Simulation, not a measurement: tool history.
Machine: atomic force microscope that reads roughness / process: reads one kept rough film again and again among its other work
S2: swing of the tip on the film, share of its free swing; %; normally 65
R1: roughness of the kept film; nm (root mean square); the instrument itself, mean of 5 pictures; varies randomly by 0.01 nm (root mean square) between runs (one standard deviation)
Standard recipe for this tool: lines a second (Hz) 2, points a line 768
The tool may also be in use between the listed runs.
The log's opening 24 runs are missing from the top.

At day 32.033: new tip fitted.
Run 25, day 33.521: usual settings but lines a second (Hz) 1.81, points a line 628. Result: R1 2.329 nm (root mean square).
Run 26, day 35.275: usual settings but S2 85 %. Result: R1 2.188 nm (root mean square).
Run 27, day 37.054: usual settings but lines a second (Hz) 0.93, S2 63 %. Result: R1 2.321 nm (root mean square).
At day 38.029: height scale calibrated on a step standard, once more.
Run 28, day 38.325: usual settings but lines a second (Hz) 0.93, S2 63 %. Result: R1 2.26 nm (root mean square).
Run 29, day 39.821: usual settings but points a line 834. Result: R1 2.221 nm (root mean square).
At day 41.625: new tip fitted.
Run 30, day 41.708: usual settings but lines a second (Hz) 3.33. Result: R1 2.236 nm (root mean square).
Run 31, day 43.017: usual settings but lines a second (Hz) 1.96, S2 60 %, points a line 507. Result: R1 2.28 nm (root mean square).
Run 32, day 44.392: usual settings but lines a second (Hz) 0.6, S2 56 %, points a line 782. Result: R1 2.308 nm (root mean square).

Forecast each of these 3 alternatives for the next run:
Run A, day 46.188: usual settings but lines a second (Hz) 0.69, points a line 356. Result: R1 ?.
Run B, day 46.188: usual settings but S2 63 %, points a line 495. Result: R1 ?.
Run C, day 46.188: usual settings but lines a second (Hz) 0.94, S2 57 %, points a line 665. Result: R1 ?.

run     R1
  A  2.293
  B  2.255
  C  2.289
With the hidden condition removed and each run's random variation left untouched, the same runs would have given:
run     R1
  A  2.343
  B  2.304
  C  2.338

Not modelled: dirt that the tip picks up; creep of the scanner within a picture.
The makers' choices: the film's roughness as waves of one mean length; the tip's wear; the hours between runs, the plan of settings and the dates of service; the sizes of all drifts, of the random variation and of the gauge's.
